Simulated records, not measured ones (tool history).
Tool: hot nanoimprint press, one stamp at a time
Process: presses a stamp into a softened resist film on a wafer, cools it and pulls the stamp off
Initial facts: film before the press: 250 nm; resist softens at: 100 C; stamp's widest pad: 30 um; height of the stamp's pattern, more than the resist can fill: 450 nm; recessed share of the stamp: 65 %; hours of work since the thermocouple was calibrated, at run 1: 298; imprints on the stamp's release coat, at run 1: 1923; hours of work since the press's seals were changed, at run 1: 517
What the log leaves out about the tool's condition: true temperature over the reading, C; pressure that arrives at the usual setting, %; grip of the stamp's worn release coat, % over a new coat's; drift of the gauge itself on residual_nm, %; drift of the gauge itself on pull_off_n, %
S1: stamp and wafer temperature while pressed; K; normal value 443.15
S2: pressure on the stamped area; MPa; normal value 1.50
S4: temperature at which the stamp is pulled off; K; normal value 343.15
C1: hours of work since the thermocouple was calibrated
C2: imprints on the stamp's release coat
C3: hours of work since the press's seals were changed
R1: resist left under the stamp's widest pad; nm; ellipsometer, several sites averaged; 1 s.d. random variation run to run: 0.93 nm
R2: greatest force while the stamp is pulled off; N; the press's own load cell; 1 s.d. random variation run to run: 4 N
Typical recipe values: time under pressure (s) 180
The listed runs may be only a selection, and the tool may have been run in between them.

{"run": 1, "day": 0.0, "S1": 443.15, "S2": 1.5, "time under pressure (s)": 180, "S4": 343.15, "C1": 298, "C2": 1923, "C3": 517, "R1": 133.5, "R2": 300}
{"day": 0.692, "done": "plate thermocouple calibrated"}
{"run": 2, "day": 1.233, "S1": 443.15, "S2": 1.5, "time under pressure (s)": 180, "S4": 343.15, "C1": 7, "C2": 1967, "C3": 530, "R1": 132.9, "R2": 298}
{"run": 3, "day": 2.175, "S1": 443.15, "S2": 1.5, "time under pressure (s)": 180, "S4": 343.15, "C1": 18, "C2": 2005, "C3": 542, "R1": 131.5, "R2": 301}
{"run": 4, "day": 3.071, "S1": 443.15, "S2": 1.5, "time under pressure (s)": 180, "S4": 343.15, "C1": 29, "C2": 2041, "C3": 553, "R1": 133.2, "R2": 307}
{"run": 5, "day": 3.562, "S1": 449.15, "S2": 1.5, "time under pressure (s)": 180, "S4": 343.15, "C1": 35, "C2": 2061, "C3": 558, "R1": 103.8, "R2": 297}
{"run": 6, "day": 4.158, "S1": 443.15, "S2": 1.5, "time under pressure (s)": 180, "S4": 343.15, "C1": 42, "C2": 2085, "C3": 566, "R1": 132.6, "R2": 308}
{"run": 7, "day": 5.242, "S1": 443.15, "S2": 1.5, "time under pressure (s)": 180, "S4": 343.15, "C1": 55, "C2": 2128, "C3": 579, "R1": 133.5, "R2": 295}
{"day": 6.483, "done": "stamp cleaned and given a new release coat"}
{"run": 8, "day": 6.538, "S1": 443.15, "S2": 1.5, "time under pressure (s)": 180, "S4": 343.15, "C1": 67, "C2": 2, "C3": 591, "R1": 133.2, "R2": 192}
{"run": 9, "day": 7.112, "S1": 443.15, "S2": 1.5, "time under pressure (s)": 180, "S4": 343.15, "C1": 74, "C2": 25, "C3": 598, "R1": 131.8, "R2": 198}
{"run": 10, "day": 7.617, "S1": 443.15, "S2": 1.5, "time under pressure (s)": 180, "S4": 343.15, "C1": 80, "C2": 45, "C3": 604, "R1": 133.3, "R2": 193}
{"run": 11, "day": 8.375, "S1": 443.15, "S2": 1.5, "time under pressure (s)": 180, "S4": 343.15, "C1": 90, "C2": 76, "C3": 613, "R1": 132.0, "R2": 204}
{"run": 12, "day": 9.3, "S1": 443.15, "S2": 2.03, "time under pressure (s)": 144, "S4": 343.15, "C1": 101, "C2": 113, "C3": 625, "R1": 126.9, "R2": 198}
{"run": 13, "day": 10.238, "S1": 439.15, "S2": 1.51, "time under pressure (s)": 216, "S4": 344.15, "C1": 112, "C2": 150, "C3": 636, "R1": 146.4, "R2": 196}
{"run": 14, "day": 11.346, "S1": 450.15, "S2": 1.76, "time under pressure (s)": 180, "S4": 345.15, "C1": 125, "C2": 195, "C3": 649, "R1": 91.5, "R2": 193}
{"run": 15, "day": 11.879, "S1": 450.15, "S2": 1.76, "time under pressure (s)": 180, "S4": 345.15, "C1": 132, "C2": 216, "C3": 656, "R1": 92.2, "R2": 194}
{"run": 16, "day": 12.775, "S1": 450.15, "S2": 1.76, "time under pressure (s)": 180, "S4": 345.15, "C1": 143, "C2": 252, "C3": 666, "R1": 94.3, "R2": 199}
{"run": 17, "day": 13.975, "S1": 442.15, "S2": 1.04, "time under pressure (s)": 180, "S4": 348.15, "C1": 157, "C2": 300, "C3": 681, "R1": 159.0, "R2": 176}
{"run": 18, "day": 14.85, "S1": 442.15, "S2": 1.04, "time under pressure (s)": 180, "S4": 348.15, "C1": 168, "C2": 335, "C3": 691, "R1": 160.8, "R2": 188}
{"run": 19, "day": 15.871, "S1": 442.15, "S2": 1.04, "time under pressure (s)": 180, "S4": 348.15, "C1": 180, "C2": 376, "C3": 704, "R1": 161.5, "R2": 183}
{"run": 20, "day": 16.988, "S1": 455.15, "S2": 1.5, "time under pressure (s)": 166, "S4": 343.15, "C1": 193, "C2": 421, "C3": 717, "R1": 85.1, "R2": 213}
{"day": 17.779, "done": "press's hydraulic seals changed and the load cell set to zero"}
{"run": 21, "day": 18.371, "S1": 453.15, "S2": 1.28, "time under pressure (s)": 152, "S4": 346.15, "C1": 206, "C2": 463, "C3": 7, "R1": 101.4, "R2": 202}
{"run": 22, "day": 18.946, "S1": 453.15, "S2": 1.28, "time under pressure (s)": 152, "S4": 346.15, "C1": 213, "C2": 486, "C3": 14, "R1": 99.4, "R2": 197}

Measured minus without-hidden-state, run by run (identical run-to-run variation in each term; gauge scatter may differ):
run=1 R1=+4.2 R2=+102
run=2 R1=+2.4 R2=+101
run=3 R1=+2.5 R2=+103
run=4 R1=+2.7 R2=+108
run=5 R1=+2.4 R2=+104
run=6 R1=+2.9 R2=+109
run=7 R1=+3.1 R2=+107
run=8 R1=+3.2 R2=+1
run=9 R1=+3.3 R2=+2
run=10 R1=+3.4 R2=+3
run=11 R1=+3.5 R2=+4
run=12 R1=+4.6 R2=+6
run=13 R1=+3.9 R2=+8
run=14 R1=+3.6 R2=+10
run=15 R1=+3.7 R2=+11
run=16 R1=+3.8 R2=+13
run=17 R1=+3.5 R2=+13
run=18 R1=+3.7 R2=+16
run=19 R1=+3.8 R2=+17
run=20 R1=+3.5 R2=+22
run=21 R1=+1.1 R2=+23
run=22 R1=+1.2 R2=+23

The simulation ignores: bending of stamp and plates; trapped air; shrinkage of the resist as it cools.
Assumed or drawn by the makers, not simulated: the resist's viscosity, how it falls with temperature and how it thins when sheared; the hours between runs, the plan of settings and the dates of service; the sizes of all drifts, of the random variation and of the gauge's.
